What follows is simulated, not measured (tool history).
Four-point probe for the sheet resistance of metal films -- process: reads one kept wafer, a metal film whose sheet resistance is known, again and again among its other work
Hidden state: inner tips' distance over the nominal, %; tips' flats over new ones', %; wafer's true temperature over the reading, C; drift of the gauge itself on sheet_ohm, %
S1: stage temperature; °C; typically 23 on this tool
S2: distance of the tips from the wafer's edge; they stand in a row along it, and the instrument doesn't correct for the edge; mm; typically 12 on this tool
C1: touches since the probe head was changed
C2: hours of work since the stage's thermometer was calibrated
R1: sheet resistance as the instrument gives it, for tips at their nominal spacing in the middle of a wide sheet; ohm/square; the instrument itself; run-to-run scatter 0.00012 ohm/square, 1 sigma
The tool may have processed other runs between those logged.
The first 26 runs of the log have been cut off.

Run 27, day 16.525: usual settings but S1 19 °C, S2 4 mm; C1 25648; C2 67. Result: R1 0.603768 ohm/square.
Run 28, day 17.238: usual settings but S1 19 °C, S2 4 mm; C1 26369; C2 75. Result: R1 0.603514 ohm/square.
Run 29, day 17.708: usual settings but S1 19 °C, S2 4 mm; C1 26844; C2 81. Result: R1 0.603655 ohm/square.
Run 30, day 18.367: usual settings but S1 32 °C, S2 4 mm; C1 27512; C2 89. Result: R1 0.599229 ohm/square.
Run 31, day 19.312: usual settings but S1 29 °C, S2 15 mm; C1 28467; C2 101. Result: R1 0.592681 ohm/square.
Run 32, day 20.017: usual settings but S1 24 °C, S2 57 mm; C1 29182; C2 109. Result: R1 0.593732 ohm/square.
Run 33, day 20.562: usual settings but S1 24 °C, S2 57 mm; C1 29732; C2 116. Result: R1 0.593778 ohm/square.
Run 34, day 20.967: usual settings but S1 24 °C, S2 57 mm; C1 30143; C2 121. Result: R1 0.593547 ohm/square.
Run 35, day 21.712: usual settings but S1 29 °C; C1 30896; C2 130. Result: R1 0.593031 ohm/square.
Run 36, day 22.450: usual settings but S1 29 °C; C1 31644; C2 139. Result: R1 0.592965 ohm/square.
Run 37, day 23.217: usual settings but S1 35 °C, S2 46 mm; C1 32417; C2 148. Result: R1 0.590240 ohm/square.
Run 38, day 23.738: usual settings but S1 32 °C, S2 26 mm; C1 32947; C2 154. Result: R1 0.591194 ohm/square.
Run 39, day 24.662: usual settings but S1 21 °C, S2 16 mm; C1 33883; C2 166. Result: R1 0.595319 ohm/square.
Run 40, day 25.267: usual settings but S1 27 °C; C1 34492; C2 173. Result: R1 0.593525 ohm/square.
Run 41, day 25.908: usual settings but S1 21 °C, S2 8 mm; C1 35142; C2 181. Result: R1 0.596740 ohm/square.
Run 42, day 26.542: usual settings but S1 21 °C, S2 8 mm; C1 35785; C2 189. Result: R1 0.596893 ohm/square.
Run 43, day 27.146: usual settings but S1 22 °C, S2 31 mm; C1 36396; C2 196. Result: R1 0.594254 ohm/square.
Run 44, day 27.733: usual settings but S2 3 mm; C1 36988; C2 203. Result: R1 0.608046 ohm/square.
Run 45, day 28.488: usual settings but S1 28 °C, S2 3 mm; C1 37754; C2 212. Result: R1 0.606195 ohm/square.

Here are 3 independent what-if runs from the current tool condition. What would each one return?
Run A, day 29.150: usual settings but S1 26 °C, S2 33 mm; C1 38423; C2 220. Result: R1 ?.
Run B, day 29.150: usual settings but S1 20 °C, S2 9 mm; C1 38423; C2 220. Result: R1 ?.
Run C, day 29.150: usual settings but S2 61 mm; C1 38423; C2 220. Result: R1 ?.

run        R1
  A  0.593006
  B  0.596484
  C  0.594005
Without the tool's hidden state the same runs would have given:
run        R1
  A  0.593975
  B  0.597455
  C  0.594974
